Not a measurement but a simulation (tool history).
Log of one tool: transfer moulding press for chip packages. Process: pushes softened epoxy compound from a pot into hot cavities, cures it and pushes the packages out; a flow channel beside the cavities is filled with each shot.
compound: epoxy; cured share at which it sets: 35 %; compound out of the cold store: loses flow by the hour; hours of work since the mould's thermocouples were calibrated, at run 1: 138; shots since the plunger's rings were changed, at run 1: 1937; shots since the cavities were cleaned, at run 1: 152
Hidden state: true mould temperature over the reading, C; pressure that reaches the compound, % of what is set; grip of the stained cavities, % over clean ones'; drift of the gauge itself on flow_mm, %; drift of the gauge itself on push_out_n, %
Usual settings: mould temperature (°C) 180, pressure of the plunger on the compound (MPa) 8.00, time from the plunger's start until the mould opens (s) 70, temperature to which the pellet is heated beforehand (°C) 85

run,hour,mould temperature (°C),pressure of the plunger on the compound (MPa),time from the plunger's start until the mould opens (s),temperature to which the pellet is heated beforehand (°C),hours of work since the mould's thermocouples were calibrated,shots since the plunger's rings were changed,shots since the cavities were cleaned,incoming compound's hours out of the cold store,length that the compound runs in the flow channel (mm),greatest force on the pins that push the packages out (N)
1,0.0,180,8.00,70,85,138,1937,152,38.5,821,311
2,10.1,180,8.00,70,85,142,2033,248,12.9,936,372
3,24.3,180,8.00,70,85,148,2168,383,31.0,852,386
4,31.5,180,8.00,70,85,151,2236,451,21.4,892,394
# hour 36.9: cavities cleaned with cleaning compound and waxed
5,47.9,180,8.00,70,85,158,2377,104,18.9,903,468
6,55.5,180,8.00,93,85,161,2450,177,19.8,894,370
7,66.9,180,8.00,93,85,166,2558,285,9.4,943,376
8,77.8,180,8.00,93,85,170,2662,389,34.2,831,377
9,84.5,180,8.00,70,79,173,2725,452,8.7,942,499
# hour 88.7: cavities cleaned with cleaning compound and waxed
10,94.5,180,8.00,70,79,176,2806,55,18.4,896,312
11,110.0,180,8.00,70,85,183,2953,202,11.6,927,362
12,122.6,180,8.00,70,85,188,3073,322,38.9,807,366
# hour 133.6: cavities cleaned with cleaning compound and waxed, once more
13,136.5,180,8.00,70,76,194,3191,28,30.6,846,299
14,149.2,180,8.00,70,76,199,3312,149,22.2,874,340
# hour 158.0: plunger's sealing rings changed
15,162.7,177,8.00,70,91,203,44,253,10.5,973,423
16,172.2,177,8.00,70,91,207,135,344,45.8,821,421
17,185.9,176,8.00,65,85,213,265,474,11.9,968,664
# hour 188.2: cavities cleaned with cleaning compound and waxed
18,202.0,180,7.82,64,85,219,404,131,23.0,897,408
19,210.1,181,8.00,77,85,223,480,207,14.4,942,317
20,222.9,176,7.01,70,85,228,603,330,18.9,871,482
21,233.5,176,8.46,67,77,233,703,430,42.6,852,540
# hour 240.2: cavities cleaned with cleaning compound and waxed
22,249.7,176,8.46,67,77,239,843,91,33.1,893,459
23,265.0,180,8.00,78,85,245,988,236,32.8,859,322
24,274.9,178,6.36,78,85,249,1082,330,36.0,755,337

Run 25 comes next. What will it give?
25,282.1,178,6.36,78,85,252,1150,398,18.1,?,?

Run 25 gave length that the compound runs in the flow channel (mm) 824, greatest force on the pins that push the packages out (N) 359.
Without the tool's hidden state the same run would have given length that the compound runs in the flow channel (mm) 838, greatest force on the pins that push the packages out (N) 252.

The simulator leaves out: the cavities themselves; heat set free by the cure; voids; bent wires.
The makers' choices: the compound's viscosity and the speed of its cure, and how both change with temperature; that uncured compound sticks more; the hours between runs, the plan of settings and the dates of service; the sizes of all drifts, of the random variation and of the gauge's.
